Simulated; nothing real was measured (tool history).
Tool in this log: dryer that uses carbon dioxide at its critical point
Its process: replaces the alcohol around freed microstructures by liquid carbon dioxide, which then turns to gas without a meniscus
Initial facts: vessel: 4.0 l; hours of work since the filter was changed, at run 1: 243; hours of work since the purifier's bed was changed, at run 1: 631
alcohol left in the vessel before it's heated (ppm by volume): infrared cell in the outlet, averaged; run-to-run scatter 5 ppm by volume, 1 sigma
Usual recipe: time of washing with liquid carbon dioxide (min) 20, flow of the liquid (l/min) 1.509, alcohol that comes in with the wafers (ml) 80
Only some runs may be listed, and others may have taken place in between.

run    hour  time of washing with liquid carbon dioxide (min)  flow of the liquid (l/min)  alcohol that comes in with the wafers (ml)  hours of work since the filter was changed  hours of work since the purifier's bed was changed  alcohol left in the vessel before it's heated (ppm by volume)
  1     0.0                                                20                       1.509                                          80                                         243                                                 631                                                            256
  2    38.0                                                20                       1.460                                          80                                         258                                                 646                                                            288
  3    89.6                                                18                       1.509                                          80                                         279                                                 667                                                            334
  4   141.8                                                18                       1.509                                          80                                         299                                                 687                                                            355
  5   170.0                                                18                       1.509                                          80                                         311                                                 699                                                            361
  6   216.5                                                20                       1.509                                          80                                         329                                                 717                                                            304
      245.1  -- inlet filter changed
  7   249.5                                                20                       1.509                                          80                                           2                                                 730                                                            241
  8   302.8                                                16                       1.509                                          80                                          23                                                 751                                                            344
  9   351.0                                                16                       1.509                                          80                                          42                                                 770                                                            370
 10   393.8                                                27                       1.509                                          80                                          59                                                 788                                                            227
 11   421.5                                                27                       1.509                                          80                                          70                                                 799                                                            240
 12   453.7                                                20                       1.509                                          80                                          83                                                 811                                                            288
 13   490.5                                                26                       1.509                                          80                                          98                                                 826                                                            251
 14   532.3                                                17                       1.509                                          80                                         115                                                 843                                                            377
 15   573.7                                                17                       1.509                                          80                                         131                                                 859                                                            389
 16   613.2                                                17                       1.509                                          80                                         147                                                 875                                                            381
 17   637.9                                                17                       1.509                                          80                                         157                                                 885                                                            403
 18   663.0                                                17                       1.509                                          80                                         167                                                 895                                                            409
 19   696.1                                                20                       1.509                                          80                                         180                                                 908                                                            321
 20   742.2                                                20                       0.930                                          80                                         198                                                 926                                                            932
 21   788.6                                                20                       1.509                                          80                                         217                                                 945                                                            333
 22   836.1                                                20                       1.509                                          80                                         236                                                 964                                                            358
 23   868.4                                                20                       1.509                                          80                                         248                                                 977                                                            367
 24   910.0                                                20                       1.509                                          80                                         265                                                 993                                                            374
 25   940.7                                                13                       1.509                                          80                                         277                                                1006                                                            860
      984.0  -- purifier's bed changed
 26   999.2                                                13                       1.509                                          80                                         299                                                   6                                                            618
 27  1022.7                                                14                       1.290                                          38                                         309                                                  15                                                            414
 28  1051.9                                                13                       1.509                                          34                                         320                                                  27                                                            273
 29  1075.7                                                22                       1.180                                          88                                         330                                                  37                                                            269
     1101.1  -- inlet filter changed
 30  1105.7                                                22                       1.300                                          88                                           2                                                  48                                                             81
 31  1161.1                                                20                       2.230                                          22                                          24                                                  70                                                             36
 32  1212.1                                                20                       2.230                                          22                                          44                                                  91                                                             40
 33  1235.3                                                20                       2.260                                         100                                          53                                                 100                                                             40
 34  1283.4                                                17                       1.610                                          65                                          73                                                 119                                                            106
 35  1333.0                                                20                       1.900                                          80                                          92                                                 139                                                             59
 36  1378.8                                                20                       1.290                                          33                                         111                                                 157                                                             97
 37  1412.2                                                20                       1.920                                          80                                         124                                                 170                                                             65
 38  1462.5                                                20                       1.730                                          35                                         144                                                 190                                                             71
 39  1487.3                                                15                       1.730                                          35                                         154                                                 200                                                            121
 40  1531.6                                                24                       1.450                                          42                                         172                                                 218                                                             79
 41  1570.5                                                24                       1.450                                          42                                         187                                                 233                                                             78
 42  1625.4                                                24                       1.450                                          42                                         209                                                 255                                                             95
 43  1668.3                                                13                       1.509                                          80                                         226                                                 272                                                            615
 44  1698.0                                                20                       1.320                                          91                                         238                                                 284                                                            259
 45  1728.7                                                20                       1.320                                          91                                         250                                                 297                                                            277
 46  1754.9                                                20                       1.320                                          91                                         261                                                 307                                                            285

Per-run results on a tool with no hidden state, each run keeping its own random variation:
Hidden conditions of the tool in this case: flow that reaches the vessel past the clogged filter, %; alcohol in the recycled carbon dioxide, ppm; drift of the gauge itself on alcohol_ppm, %.
run  alcohol left in the vessel before it's heated (ppm by volume)
  1                                                             39
  2                                                             53
  3                                                             70
  4                                                             75
  5                                                             72
  6                                                             42
  7                                                             33
  8                                                            121
  9                                                            134
 10                                                              7
 11                                                             13
 12                                                             43
 13                                                             10
 14                                                             98
 15                                                            104
 16                                                             92
 17                                                            107
 18                                                            105
 19                                                             41
 20                                                            453
 21                                                             34
 22                                                             44
 23                                                             45
 24                                                             44
 25                                                            330
 26                                                            334
 27                                                            228
 28                                                            134
 29                                                            106
 30                                                             64
 31                                                             14
 32                                                             13
 33                                                              9
 34                                                             60
 35                                                             16
 36                                                             39
 37                                                             13
 38                                                             12
 39                                                             43
 40                                                             12
 41                                                              5
 42                                                             15
 43                                                            340
 44                                                             93
 45                                                            101
 46                                                            101

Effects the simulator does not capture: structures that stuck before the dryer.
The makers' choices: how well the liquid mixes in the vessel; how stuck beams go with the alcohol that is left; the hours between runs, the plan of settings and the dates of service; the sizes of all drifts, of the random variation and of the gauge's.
